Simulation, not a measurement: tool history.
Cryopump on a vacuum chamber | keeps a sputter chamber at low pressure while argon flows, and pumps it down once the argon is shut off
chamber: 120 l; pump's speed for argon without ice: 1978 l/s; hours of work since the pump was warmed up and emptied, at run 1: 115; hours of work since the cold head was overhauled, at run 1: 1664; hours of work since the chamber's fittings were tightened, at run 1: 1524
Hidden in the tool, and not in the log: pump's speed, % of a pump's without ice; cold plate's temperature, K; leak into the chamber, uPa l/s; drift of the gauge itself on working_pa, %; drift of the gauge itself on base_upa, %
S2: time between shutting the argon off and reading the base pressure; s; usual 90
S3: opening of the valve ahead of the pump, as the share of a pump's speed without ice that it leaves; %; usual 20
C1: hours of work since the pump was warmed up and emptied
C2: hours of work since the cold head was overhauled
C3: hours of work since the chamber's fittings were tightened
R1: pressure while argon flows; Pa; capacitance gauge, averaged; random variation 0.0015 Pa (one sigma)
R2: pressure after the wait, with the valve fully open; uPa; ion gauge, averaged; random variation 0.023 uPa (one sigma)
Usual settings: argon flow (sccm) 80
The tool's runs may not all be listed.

run 1 hour=0 | argon_flow_(sccm)=80 S2=90 S3=20 | C1=115 C2=1664 C3=1524 | R1=0.3469 R2=2.16
run 2 hour=37.4 | argon_flow_(sccm)=80 S2=90 S3=20 | C1=147 C2=1696 C3=1556 | R1=0.3501 R2=2.21
run 3 hour=64.4 | argon_flow_(sccm)=80 S2=90 S3=20 | C1=170 C2=1719 C3=1579 | R1=0.3498 R2=2.22
run 4 hour=108.2 | argon_flow_(sccm)=80 S2=90 S3=20 | C1=208 C2=1757 C3=1617 | R1=0.3514 R2=2.34
run 5 hour=143 | argon_flow_(sccm)=80 S2=90 S3=20 | C1=238 C2=1787 C3=1647 | R1=0.3513 R2=2.41
run 6 hour=182.7 | argon_flow_(sccm)=80 S2=90 S3=20 | C1=272 C2=1821 C3=1681 | R1=0.3548 R2=2.5
run 7 hour=212.8 | argon_flow_(sccm)=80 S2=90 S3=20 | C1=298 C2=1847 C3=1707 | R1=0.3532 R2=2.52
-- hour=217.2 leaking fittings of the chamber tightened, without venting
run 8 hour=263 | argon_flow_(sccm)=80 S2=112 S3=20 | C1=339 C2=1888 C3=39 | R1=0.3589 R2=0.77
run 9 hour=308.2 | argon_flow_(sccm)=80 S2=112 S3=20 | C1=378 C2=1927 C3=78 | R1=0.358 R2=0.83
run 10 hour=331.2 | argon_flow_(sccm)=80 S2=112 S3=20 | C1=398 C2=1947 C3=98 | R1=0.3577 R2=0.88
run 11 hour=352.9 | argon_flow_(sccm)=80 S2=112 S3=20 | C1=416 C2=1965 C3=117 | R1=0.3563 R2=0.89
run 12 hour=372.9 | argon_flow_(sccm)=80 S2=112 S3=20 | C1=433 C2=1982 C3=134 | R1=0.3609 R2=0.85
run 13 hour=405.9 | argon_flow_(sccm)=80 S2=112 S3=20 | C1=462 C2=2011 C3=162 | R1=0.361 R2=0.87
run 14 hour=432.1 | argon_flow_(sccm)=80 S2=112 S3=20 | C1=484 C2=2033 C3=185 | R1=0.3622 R2=0.92
-- hour=444.5 pump warmed up, emptied and cooled again
run 15 hour=457.1 | argon_flow_(sccm)=80 S2=56 S3=20 | C1=11 C2=2050 C3=202 | R1=0.3423 R2=1.4
run 16 hour=482.5 | argon_flow_(sccm)=52 S2=90 S3=20 | C1=33 C2=2072 C3=224 | R1=0.2243 R2=1.01
run 17 hour=530 | argon_flow_(sccm)=52 S2=90 S3=20 | C1=73 C2=2113 C3=264 | R1=0.2247 R2=1.05
run 18 hour=571.2 | argon_flow_(sccm)=38 S2=174 S3=38 | C1=109 C2=2148 C3=300 | R1=0.0882 R2=0.79
run 19 hour=605.4 | argon_flow_(sccm)=69 S2=174 S3=38 | C1=138 C2=2178 C3=329 | R1=0.1594 R2=0.83
run 20 hour=631.9 | argon_flow_(sccm)=54 S2=174 S3=23 | C1=161 C2=2200 C3=352 | R1=0.2053 R2=0.85
run 21 hour=663.2 | argon_flow_(sccm)=108 S2=110 S3=21 | C1=188 C2=2227 C3=379 | R1=0.4515 R2=1.09
run 22 hour=710 | argon_flow_(sccm)=108 S2=110 S3=21 | C1=228 C2=2268 C3=419 | R1=0.4553 R2=1.09
run 23 hour=755.5 | argon_flow_(sccm)=60 S2=43 S3=17 | C1=267 C2=2307 C3=458 | R1=0.3081 R2=2.04
run 24 hour=797.4 | argon_flow_(sccm)=66 S2=43 S3=17 | C1=303 C2=2343 C3=494 | R1=0.3416 R2=1.94
run 25 hour=821.6 | argon_flow_(sccm)=112 S2=43 S3=34 | C1=324 C2=2363 C3=515 | R1=0.2993 R2=2.07
run 26 hour=858.7 | argon_flow_(sccm)=127 S2=255 S3=41 | C1=356 C2=2395 C3=547 | R1=0.2863 R2=0.97
run 27 hour=887.8 | argon_flow_(sccm)=89 S2=90 S3=20 | C1=381 C2=2420 C3=572 | R1=0.3962 R2=1.37
run 28 hour=934.1 | argon_flow_(sccm)=56 S2=72 S3=17 | C1=420 C2=2460 C3=611 | R1=0.2915 R2=1.61
run 29 hour=957.6 | argon_flow_(sccm)=47 S2=72 S3=29 | C1=441 C2=2480 C3=632 | R1=0.1479 R2=1.75
run 30 hour=995.7 | argon_flow_(sccm)=47 S2=256 S3=30 | C1=473 C2=2513 C3=664 | R1=0.1441 R2=1.16
-- hour=1022 pump warmed up, emptied and cooled again
run 31 hour=1045.9 | argon_flow_(sccm)=38 S2=90 S3=41 | C1=20 C2=2552 C3=703 | R1=0.0805 R2=1.42
run 32 hour=1073.3 | argon_flow_(sccm)=38 S2=90 S3=41 | C1=44 C2=2575 C3=727 | R1=0.0803 R2=1.51
run 33 hour=1108.6 | argon_flow_(sccm)=38 S2=29 S3=41 | C1=74 C2=2606 C3=757 | R1=0.0814 R2=2.87
run 34 hour=1143.5 | argon_flow_(sccm)=140 S2=90 S3=20 | C1=104 C2=2636 C3=787 | R1=0.608 R2=1.53

Hidden state or all else? Some run-to-run changes of R1, split into what the settings, what came in and random variation would give without the hidden state, and what is left for the hidden state (with any gauge scatter that isn't in both results):
Run 14 -> 15: S2 112 -> 56, pump warmed up, emptied and cooled again. R1 -0.0199 Pa: hidden state -0.0196, all else -0.0003.
Run 20 -> 21: argon flow (sccm) 54 -> 108, S2 174 -> 110, S3 23 -> 21. R1 +0.2462 Pa: hidden state +0.0055, all else +0.2407.
Run 22 -> 23: argon flow (sccm) 108 -> 60, S2 110 -> 43, S3 21 -> 17. R1 -0.1472 Pa: hidden state -0.0043, all else -0.1429.
Run 24 -> 25: argon flow (sccm) 66 -> 112, S3 17 -> 34. R1 -0.0423 Pa: hidden state +0.008, all else -0.0503.
Run 30 -> 31: argon flow (sccm) 47 -> 38, S2 256 -> 90, S3 30 -> 41, pump warmed up, emptied and cooled again. R1 -0.0636 Pa: hidden state -0.0103, all else -0.0533.
Run 33 -> 34: argon flow (sccm) 38 -> 140, S2 29 -> 90, S3 41 -> 20. R1 +0.5266 Pa: hidden state +0.0065, all else +0.5201.

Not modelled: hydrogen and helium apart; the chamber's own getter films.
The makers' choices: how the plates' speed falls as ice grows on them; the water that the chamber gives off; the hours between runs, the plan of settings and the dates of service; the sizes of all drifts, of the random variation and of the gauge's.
